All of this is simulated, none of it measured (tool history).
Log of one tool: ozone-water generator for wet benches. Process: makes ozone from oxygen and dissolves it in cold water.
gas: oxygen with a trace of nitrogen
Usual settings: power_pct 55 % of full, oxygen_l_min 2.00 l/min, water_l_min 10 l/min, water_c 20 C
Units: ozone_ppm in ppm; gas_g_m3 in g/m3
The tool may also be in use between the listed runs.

run    hour  power_pct  oxygen_l_min  water_l_min  water_c  ozone_ppm  gas_g_m3
  1     0.0         55          2.00           10       20       18.6     195.0
  2    39.4         41          2.00           10       20       14.9     159.8
  3    76.3         41          2.00           10       20       15.1     156.9
  4   133.1         55          2.00           10       20       18.6     194.0
  5   189.9         55          2.00           10       20       18.6     194.4
  6   236.3         55          2.00           10       20       18.3     194.3
  7   310.6         78          2.00           10       20       23.7     252.4
  8   388.7         55          2.00           10       20       18.2     193.7
      392.6  -- water thermometer calibrated
  9   427.7         55          2.00           10       16       19.0     193.1
 10   500.2         55          2.00           10       16       19.0     191.9
 11   570.3         55          2.00           10       16       18.8     190.9
 12   616.8         55          2.00           10       16       18.8     190.6
 13   670.4         55          2.00           10       16       19.0     190.3
 14   738.7         83          1.49           10       20       23.1     297.8
 15   796.2         83          2.19           10       27       21.5     241.7
 16   839.5         83          2.19           10       27       21.6     242.2
      843.6  -- water thermometer calibrated, once more
 17   903.3         55          1.90            6       20       25.0     195.4
 18   963.1         55          1.90            6       20       25.0     193.4
 19   998.4         72          1.90            6       13       33.5     232.0
 20  1048.7         61          1.90            6       13       30.2     209.7
 21  1083.4         61          1.90            6       13       29.9     208.6
 22  1144.4         61          1.90            6       13       29.5     206.9

The next listed run, before its measurement:
 23  1179.5         56          1.71           10       20          ?         ?

Run 23 gave ozone_ppm 17.6 ppm, gas_g_m3 204.3 g/m3.
Without the tool's hidden state the same run would have given ozone_ppm 19.9 ppm, gas_g_m3 224.4 g/m3.

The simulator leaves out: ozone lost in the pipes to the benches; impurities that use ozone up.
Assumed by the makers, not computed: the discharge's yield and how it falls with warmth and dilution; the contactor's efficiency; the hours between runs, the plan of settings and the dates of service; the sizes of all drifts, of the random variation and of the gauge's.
